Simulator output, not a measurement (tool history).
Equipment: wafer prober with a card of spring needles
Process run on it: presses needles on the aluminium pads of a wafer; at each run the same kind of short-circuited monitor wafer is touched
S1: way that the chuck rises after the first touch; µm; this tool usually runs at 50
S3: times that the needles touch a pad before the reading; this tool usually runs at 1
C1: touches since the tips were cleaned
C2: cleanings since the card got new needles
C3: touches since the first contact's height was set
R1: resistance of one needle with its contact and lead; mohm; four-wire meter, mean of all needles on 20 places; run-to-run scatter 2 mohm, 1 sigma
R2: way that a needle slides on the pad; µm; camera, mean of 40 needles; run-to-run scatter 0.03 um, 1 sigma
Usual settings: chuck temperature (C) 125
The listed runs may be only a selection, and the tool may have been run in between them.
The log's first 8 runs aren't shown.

At day 3.283: tips cleaned on abrasive film.
Run 9, day 3.388: usual settings; C1 1187; C2 45; C3 187580. Result: R1 216 mohm, R2 11.44 µm.
At day 3.629: tips cleaned on abrasive film.
Run 10, day 3.729: usual settings but chuck temperature (C) 108; C1 1158; C2 46; C3 191375. Result: R1 212 mohm, R2 11.50 µm.
At day 3.971: tips cleaned on abrasive film.
At day 4.321: tips cleaned on abrasive film.
Run 11, day 4.362: usual settings but S1 46 µm, chuck temperature (C) 108; C1 467; C2 48; C3 198331. Result: R1 217 mohm, R2 10.57 µm.
At day 4.638: tips cleaned on abrasive film.
Run 12, day 4.688: usual settings but S1 46 µm, chuck temperature (C) 108; C1 546; C2 49; C3 201920. Result: R1 214 mohm, R2 10.57 µm.
At day 4.979: tips cleaned on abrasive film.
At day 5.300: tips cleaned on abrasive film.
Run 13, day 5.300: usual settings but S1 46 µm, chuck temperature (C) 108; C1 0; C2 51; C3 208716. Result: R1 218 mohm, R2 10.59 µm.
At day 5.650: tips cleaned on abrasive film.
Run 14, day 5.692: usual settings; C1 445; C2 52; C3 213018. Result: R1 216 mohm, R2 11.49 µm.
At day 5.996: tips cleaned on abrasive film.
Run 15, day 6.033: usual settings but chuck temperature (C) 32; C1 426; C2 53; C3 216819. Result: R1 198 mohm, R2 11.55 µm.
At day 6.342: tips cleaned on abrasive film.
Run 16, day 6.362: usual settings but chuck temperature (C) 32, S3 3; C1 241; C2 54; C3 220454. Result: R1 199 mohm, R2 11.57 µm.
Run 17, day 6.633: usual settings but S1 68 µm, chuck temperature (C) 41; C1 3242; C2 54; C3 223455. Result: R1 197 mohm, R2 15.70 µm.
At day 6.696: tips cleaned on abrasive film.
Run 18, day 6.942: usual settings but S1 55 µm, chuck temperature (C) 76; C1 2774; C2 55; C3 226882. Result: R1 210 mohm, R2 12.69 µm.
At day 7.038: tips cleaned on abrasive film.
At day 7.379: tips cleaned on abrasive film.
Run 19, day 7.538: usual settings but S1 38 µm, S3 2; C1 1766; C2 57; C3 233426. Result: R1 222 mohm, R2 8.82 µm.
At day 7.704: tips cleaned on abrasive film.
Run 20, day 7.800: usual settings but S1 35 µm, chuck temperature (C) 90, S3 2; C1 1112; C2 58; C3 236360. Result: R1 213 mohm, R2 8.16 µm.
At day 7.962: gauge calibrated.
At day 8.021: tips cleaned on abrasive film.
Run 21, day 8.125: usual settings but S1 45 µm, chuck temperature (C) 92; C1 1162; C2 59; C3 239920. Result: R1 214 mohm, R2 10.18 µm.
At day 8.371: tips cleaned on abrasive film.
Run 22, day 8.588: usual settings but S1 45 µm, chuck temperature (C) 92; C1 2445; C2 60; C3 245065. Result: R1 211 mohm, R2 10.16 µm.
At day 8.692: tips cleaned on abrasive film.
At day 9.017: tips cleaned on abrasive film.
At day 9.029: height of the first contact set anew.
Run 23, day 9.204: usual settings but S1 45 µm, chuck temperature (C) 92; C1 1955; C2 62; C3 1955. Result: R1 209 mohm, R2 10.23 µm.
At day 9.346: tips cleaned on abrasive film.
Run 24, day 9.558: usual settings but S1 53 µm, chuck temperature (C) 25, S3 2; C1 2377; C2 63; C3 5895. Result: R1 194 mohm, R2 12.06 µm.
At day 9.696: tips cleaned on abrasive film.
At day 10.008: tips cleaned on abrasive film.
Run 25, day 10.142: usual settings but S1 31 µm, chuck temperature (C) 41; C1 1468; C2 65; C3 12299. Result: R1 208 mohm, R2 7.08 µm.
At day 10.329: tips cleaned on abrasive film.
At day 10.679: tips cleaned on abrasive film.
Run 26, day 10.771: usual settings but S1 31 µm, chuck temperature (C) 41; C1 1018; C2 67; C3 19268. Result: R1 204 mohm, R2 7.04 µm.
At day 11.017: tips cleaned on abrasive film.
At day 11.354: tips cleaned on abrasive film.
Run 27, day 11.379: usual settings but S1 34 µm, chuck temperature (C) 73; C1 242; C2 69; C3 25946. Result: R1 211 mohm, R2 7.76 µm.
At day 11.683: tips cleaned on abrasive film.
Run 28, day 11.896: usual settings but S1 66 µm, chuck temperature (C) 27, S3 2; C1 2384; C2 70; C3 31691. Result: R1 194 mohm, R2 15.11 µm.
At day 12.017: tips cleaned on abrasive film.
At day 12.350: tips cleaned on abrasive film.
Run 29, day 12.542: usual settings but chuck temperature (C) 91, S3 2; C1 2129; C2 72; C3 38823. Result: R1 210 mohm, R2 11.52 µm.
At day 12.683: tips cleaned on abrasive film.
Run 30, day 12.829: usual settings but S1 56 µm, chuck temperature (C) 67; C1 1645; C2 73; C3 42024. Result: R1 204 mohm, R2 12.85 µm.
At day 13.004: tips cleaned on abrasive film.
Run 31, day 13.188: usual settings but S1 56 µm, chuck temperature (C) 67; C1 2069; C2 74; C3 45968. Result: R1 203 mohm, R2 12.82 µm.
At day 13.350: tips cleaned on abrasive film.
Run 32, day 13.633: usual settings but S1 55 µm, S3 3; C1 3196; C2 75; C3 50919. Result: R1 218 mohm, R2 12.71 µm.

4 options for the next run, each taken on its own from the tool as it stands now. Forecast them:
At day 13.671: tips cleaned on abrasive film.
Run A, day 13.900: usual settings but chuck temperature (C) 33, S3 2; C1 2581; C2 76; C3 53849. Result: R1 ?, R2 ?.
At day 13.671: tips cleaned on abrasive film.
Run B, day 13.900: usual settings but S1 63 µm, chuck temperature (C) 46; C1 2581; C2 76; C3 53849. Result: R1 ?, R2 ?.
At day 13.671: tips cleaned on abrasive film.
Run C, day 13.900: usual settings but S1 60 µm, chuck temperature (C) 85, S3 2; C1 2581; C2 76; C3 53849. Result: R1 ?, R2 ?.
At day 13.671: tips cleaned on abrasive film.
Run D, day 13.900: usual settings but S1 63 µm, chuck temperature (C) 95, S3 2; C1 2581; C2 76; C3 53849. Result: R1 ?, R2 ?.

run   R1     R2
  A  197  11.53
  B  200  14.54
  C  207  13.84
  D  206  14.52
Take away the tool's hidden state, keep each run's random variation, and the runs would have read:
run   R1     R2
  A  197  11.31
  B  200  14.26
  C  207  13.58
  D  206  14.24
